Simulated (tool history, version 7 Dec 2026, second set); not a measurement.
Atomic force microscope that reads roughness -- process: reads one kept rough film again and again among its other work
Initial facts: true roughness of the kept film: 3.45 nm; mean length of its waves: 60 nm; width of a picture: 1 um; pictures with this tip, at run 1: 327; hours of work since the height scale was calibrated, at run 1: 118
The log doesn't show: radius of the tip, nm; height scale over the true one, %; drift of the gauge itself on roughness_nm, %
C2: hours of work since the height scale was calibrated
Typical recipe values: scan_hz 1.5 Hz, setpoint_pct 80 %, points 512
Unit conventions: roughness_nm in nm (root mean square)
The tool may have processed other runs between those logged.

{"run": 1, "hour": 0.0, "scan_hz": 1.5, "setpoint_pct": 80, "points": 512, "pictures with this tip": 327, "C2": 118, "roughness_nm": 2.816}
{"run": 2, "hour": 7.9, "scan_hz": 1.5, "setpoint_pct": 80, "points": 590, "pictures with this tip": 336, "C2": 122, "roughness_nm": 2.848}
{"run": 3, "hour": 11.9, "scan_hz": 1.5, "setpoint_pct": 80, "points": 590, "pictures with this tip": 341, "C2": 124, "roughness_nm": 2.816}
{"run": 4, "hour": 17.5, "scan_hz": 1.5, "setpoint_pct": 80, "points": 590, "pictures with this tip": 348, "C2": 126, "roughness_nm": 2.816}
{"hour": 25.1, "done": "new tip fitted"}
{"run": 5, "hour": 25.7, "scan_hz": 0.52, "setpoint_pct": 80, "points": 512, "pictures with this tip": 0, "C2": 129, "roughness_nm": 3.196}
{"run": 6, "hour": 32.1, "scan_hz": 0.52, "setpoint_pct": 80, "points": 512, "pictures with this tip": 8, "C2": 132, "roughness_nm": 3.196}
{"run": 7, "hour": 38.9, "scan_hz": 1.5, "setpoint_pct": 80, "points": 512, "pictures with this tip": 16, "C2": 135, "roughness_nm": 2.917}
{"run": 8, "hour": 42.8, "scan_hz": 1.5, "setpoint_pct": 80, "points": 1006, "pictures with this tip": 21, "C2": 137, "roughness_nm": 2.914}
{"run": 9, "hour": 52.1, "scan_hz": 1.5, "setpoint_pct": 80, "points": 512, "pictures with this tip": 32, "C2": 141, "roughness_nm": 2.941}
{"run": 10, "hour": 56.8, "scan_hz": 1.5, "setpoint_pct": 80, "points": 512, "pictures with this tip": 38, "C2": 143, "roughness_nm": 2.933}
{"run": 11, "hour": 63.7, "scan_hz": 1.5, "setpoint_pct": 80, "points": 512, "pictures with this tip": 46, "C2": 146, "roughness_nm": 2.919}
{"run": 12, "hour": 70.0, "scan_hz": 1.5, "setpoint_pct": 80, "points": 512, "pictures with this tip": 54, "C2": 149, "roughness_nm": 2.919}
{"run": 13, "hour": 78.5, "scan_hz": 1.5, "setpoint_pct": 80, "points": 512, "pictures with this tip": 64, "C2": 153, "roughness_nm": 2.902}
{"run": 14, "hour": 86.9, "scan_hz": 1.5, "setpoint_pct": 80, "points": 512, "pictures with this tip": 74, "C2": 156, "roughness_nm": 2.916}
{"run": 15, "hour": 93.3, "scan_hz": 3.61, "setpoint_pct": 66, "points": 512, "pictures with this tip": 82, "C2": 159, "roughness_nm": 2.862}
{"run": 16, "hour": 101.7, "scan_hz": 1.35, "setpoint_pct": 79, "points": 750, "pictures with this tip": 92, "C2": 163, "roughness_nm": 2.955}
{"run": 17, "hour": 106.1, "scan_hz": 3.96, "setpoint_pct": 63, "points": 404, "pictures with this tip": 98, "C2": 165, "roughness_nm": 2.906}
{"run": 18, "hour": 115.3, "scan_hz": 1.5, "setpoint_pct": 74, "points": 653, "pictures with this tip": 109, "C2": 169, "roughness_nm": 3.003}
{"run": 19, "hour": 124.5, "scan_hz": 1.5, "setpoint_pct": 74, "points": 653, "pictures with this tip": 120, "C2": 173, "roughness_nm": 3}
{"run": 20, "hour": 133.8, "scan_hz": 1.5, "setpoint_pct": 74, "points": 653, "pictures with this tip": 131, "C2": 177, "roughness_nm": 2.986}
{"run": 21, "hour": 142.6, "scan_hz": 1.61, "setpoint_pct": 79, "points": 653, "pictures with this tip": 142, "C2": 181, "roughness_nm": 2.891}
{"run": 22, "hour": 146.9, "scan_hz": 1.61, "setpoint_pct": 79, "points": 653, "pictures with this tip": 147, "C2": 183, "roughness_nm": 2.878}
{"run": 23, "hour": 155.9, "scan_hz": 1.61, "setpoint_pct": 79, "points": 653, "pictures with this tip": 158, "C2": 187, "roughness_nm": 2.885}
{"run": 24, "hour": 161.6, "scan_hz": 1.61, "setpoint_pct": 79, "points": 653, "pictures with this tip": 165, "C2": 189, "roughness_nm": 2.868}
{"run": 25, "hour": 167.0, "scan_hz": 1.61, "setpoint_pct": 79, "points": 653, "pictures with this tip": 171, "C2": 191, "roughness_nm": 2.864}

Alternative continuations, all from the tool just after run 25; predict every row:
{"run": "A", "hour": 171.2, "scan_hz": 1.74, "setpoint_pct": 80, "points": 512, "pictures with this tip": 176, "C2": 193, "roughness_nm": "?"}
{"run": "B", "hour": 171.2, "scan_hz": 0.65, "setpoint_pct": 81, "points": 653, "pictures with this tip": 176, "C2": 193, "roughness_nm": "?"}
{"run": "C", "hour": 171.2, "scan_hz": 2.75, "setpoint_pct": 81, "points": 401, "pictures with this tip": 176, "C2": 193, "roughness_nm": "?"}
{"run": "D", "hour": 171.2, "scan_hz": 1.61, "setpoint_pct": 68, "points": 653, "pictures with this tip": 176, "C2": 193, "roughness_nm": "?"}

run=A roughness_nm=2.821
run=B roughness_nm=3.099
run=C roughness_nm=2.546
run=D roughness_nm=3.049
With the hidden condition removed and each run's random variation left untouched, the same runs would have given:
run=A roughness_nm=2.877
run=B roughness_nm=3.16
run=C roughness_nm=2.597
run=D roughness_nm=3.11

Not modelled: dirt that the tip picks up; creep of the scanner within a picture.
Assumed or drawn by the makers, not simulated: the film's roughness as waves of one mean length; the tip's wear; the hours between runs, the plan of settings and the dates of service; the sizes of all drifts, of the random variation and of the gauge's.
